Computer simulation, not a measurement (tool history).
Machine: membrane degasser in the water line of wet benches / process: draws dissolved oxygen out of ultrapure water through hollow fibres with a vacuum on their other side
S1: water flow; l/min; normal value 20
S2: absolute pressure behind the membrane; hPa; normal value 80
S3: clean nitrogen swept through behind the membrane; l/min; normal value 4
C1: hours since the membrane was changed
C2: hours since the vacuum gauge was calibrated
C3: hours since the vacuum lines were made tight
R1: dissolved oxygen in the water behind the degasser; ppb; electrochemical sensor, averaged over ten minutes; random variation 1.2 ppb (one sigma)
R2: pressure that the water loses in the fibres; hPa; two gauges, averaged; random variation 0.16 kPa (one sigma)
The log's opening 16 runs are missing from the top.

run	day	S1	S2	S3	C1	C2	C3	R1	R2
17	151.508	20	179	4.79	14396	6092	10657	226.1	364.4
18	159.246	20	179	4.79	14581	6278	10842	226.4	365.9
# day 169.638: seals of the vacuum lines changed
# day 172.267: vacuum gauge calibrated
19	173.004	18	145.1	4.79	14909	18	80	154.6	331.7
20	187.017	14	196.7	4	15245	354	417	162.4	256.4
21	194.379	12	68.5	3.5	15422	531	593	42.2	219.2
22	206.225	12	68.5	3.5	15706	815	878	43.3	223.4
23	213.046	12	68.5	3.5	15870	979	1041	43.2	224.4
24	224.112	12	154.3	5.71	16136	1244	1307	76.8	221.9
25	236.667	30	48.2	6.41	16437	1546	1608	251.5	551.8
26	250.221	19	101.7	2.49	16762	1871	1933	192.9	350.6
27	259.75	20	104.1	6.4	16991	2100	2162	134	370.2
28	270.621	17	80	4	17252	2360	2423	96.8	311.3
29	284.221	17	80	4	17578	2687	2749	97.2	313.6
30	295.204	15	49.4	10.2	17842	2950	3013	36.9	278.2
31	304.746	31	98.3	4	18071	3179	3242	377.7	575.5

Alternative continuations, all from the tool just after run 31; predict every row:
A	313.504	20	53.2	4	18281	3390	3452	?	?
B	313.504	14	111.1	4	18281	3390	3452	?	?
C	313.504	15	98.3	2.02	18281	3390	3452	?	?

run	R1	R2
A	107.8	371.7
B	93.3	260.5
C	147.3	279.3
Without the tool's unlogged condition, the same runs would have read:
run	R1	R2
A	86.2	349.4
B	85	244.9
C	136.7	262.6
